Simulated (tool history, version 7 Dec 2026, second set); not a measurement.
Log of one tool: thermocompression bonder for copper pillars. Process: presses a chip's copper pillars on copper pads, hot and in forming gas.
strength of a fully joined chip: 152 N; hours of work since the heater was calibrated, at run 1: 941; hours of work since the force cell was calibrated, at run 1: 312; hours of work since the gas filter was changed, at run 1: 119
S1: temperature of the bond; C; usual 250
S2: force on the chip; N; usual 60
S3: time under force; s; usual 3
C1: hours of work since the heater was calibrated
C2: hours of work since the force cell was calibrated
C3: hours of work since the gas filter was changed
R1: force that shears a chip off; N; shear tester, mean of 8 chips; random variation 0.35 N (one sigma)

run	day	S1	S2	S3	C1	C2	C3	R1
1	0.000	250	60	3	941	312	119	65.0
2	0.654	222	60	3	952	323	130	46.6
3	1.271	274	60	3	963	333	140	81.4
4	2.025	250	60	3	975	346	153	65.0
5	2.646	250	60	4	986	356	163	70.6
6	3.221	250	41	3	996	366	173	51.9
7	3.729	250	41	3	1004	375	182	51.5
8	4.317	250	60	3	1014	385	192	63.9
9	4.792	250	60	7	1022	393	200	85.9
10	5.517	248	60	3	1034	405	212	62.8
# day 5.733: forming gas filter changed
11	6.154	250	60	3	1045	415	7	63.9
12	6.762	250	60	3	1055	426	17	63.6
13	7.379	250	60	3	1066	436	28	63.4
14	7.775	250	60	3	1072	443	35	63.2
15	8.121	272	60	3	1078	449	40	78.9
# day 8.392: gauge calibrated
16	8.750	272	60	3	1089	459	51	80.9
17	9.212	272	60	3	1097	467	59	80.2
18	9.708	250	60	3	1105	475	67	64.5
19	10.288	250	60	3	1115	485	77	65.1
20	10.812	250	60	3	1124	494	86	64.2
21	11.554	261	53	5	1136	507	99	81.1
22	11.871	233	53	7	1142	512	104	68.3
23	12.400	256	57	4	1151	521	113	73.8
24	12.733	256	57	4	1156	527	118	73.7
25	13.279	250	66	6	1165	536	128	85.5
26	13.650	250	45	6	1172	542	134	70.3
27	14.125	258	67	3	1180	550	142	73.8
28	14.812	238	66	2	1191	562	154	50.1
29	15.288	238	66	9	1199	570	162	85.2
30	15.625	238	66	9	1205	576	167	86.5
31	16.188	238	66	9	1215	585	177	85.5
32	16.721	238	38	5	1224	594	186	51.6
33	17.475	250	60	2	1236	607	199	54.1
34	18.112	250	60	2	1247	618	209	54.1
# day 18.521: forming gas filter changed
35	18.871	250	73	3	1260	630	6	69.3

Forecast run 36:
36	19.288	250	60	4	1267	637	13	?

{"run 36": {"R1": 69.5}}
Without the tool's hidden state the same run would have given R1 72.1 N.
